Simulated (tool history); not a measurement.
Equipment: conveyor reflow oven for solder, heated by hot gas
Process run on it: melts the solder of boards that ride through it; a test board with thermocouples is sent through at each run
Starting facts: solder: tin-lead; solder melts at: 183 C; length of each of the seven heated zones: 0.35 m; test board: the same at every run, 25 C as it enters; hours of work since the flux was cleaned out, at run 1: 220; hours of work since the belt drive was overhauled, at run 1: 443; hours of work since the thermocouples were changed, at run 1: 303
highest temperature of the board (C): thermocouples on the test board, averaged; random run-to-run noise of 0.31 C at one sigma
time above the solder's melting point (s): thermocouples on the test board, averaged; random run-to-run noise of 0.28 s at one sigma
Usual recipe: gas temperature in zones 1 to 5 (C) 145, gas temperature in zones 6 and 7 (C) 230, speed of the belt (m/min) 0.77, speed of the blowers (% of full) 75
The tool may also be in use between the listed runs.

run	hour	gas temperature in zones 1 to 5 (C)	gas temperature in zones 6 and 7 (C)	speed of the belt (m/min)	speed of the blowers (% of full)	hours of work since the flux was cleaned out	hours of work since the belt drive was overhauled	hours of work since the thermocouples were changed	highest temperature of the board (C)	time above the solder's melting point (s)
1	0	145	230	0.77	75	220	443	303	214.6	41.5
2	19.8	145	230	0.77	75	229	452	312	214.4	41.6
3	33.2	158	230	0.77	75	235	459	318	216.7	47.5
4	49.5	158	235	0.77	75	243	466	326	221.3	49.3
5	67.5	158	235	0.77	75	251	475	334	221.6	49
# hour 88.2: flux residue cleaned out of gas plates and filters
6	94.5	158	235	0.77	75	3	485	344	222.4	50
7	117.7	158	235	0.77	75	14	495	355	222.9	49.6
8	127.6	158	235	0.77	75	18	500	360	223.4	50.1
9	143.8	158	235	0.77	75	26	508	367	222.9	50.8
10	161.8	158	235	0.77	75	34	516	376	222.5	50
11	177.2	147	235	0.77	75	41	523	383	221.1	45.6
12	194.3	145	230	0.77	75	49	531	391	216.3	42.6
13	212.6	145	230	0.77	75	58	539	399	215.3	42.6
14	225.1	145	230	0.77	75	63	545	405	216.2	42.5
15	242.7	145	230	0.77	75	72	553	413	215.6	42.4
16	254.4	137	231	0.669	87	77	559	418	221.6	51.4
17	266.8	145	237	0.755	51	83	565	424	216.3	42.2
18	276.7	159	241	0.755	53	87	569	429	223.3	51.1
19	291.4	159	218	0.709	53	94	576	436	206.2	43.5
20	313.8	159	218	0.709	53	104	586	446	206.4	44.3
21	329.8	142	230	0.717	81	112	594	453	218.6	46.7

The next listed run, before its measurement:
22	342.9	142	226	0.717	88	118	600	459	?	?

Run 22 gave highest temperature of the board (C) 216.5, time above the solder's melting point (s) 45.8.
Were there no unlogged condition in the tool, this run, its random variation unchanged, would have produced highest temperature of the board (C) 215, time above the solder's melting point (s) 44.2.
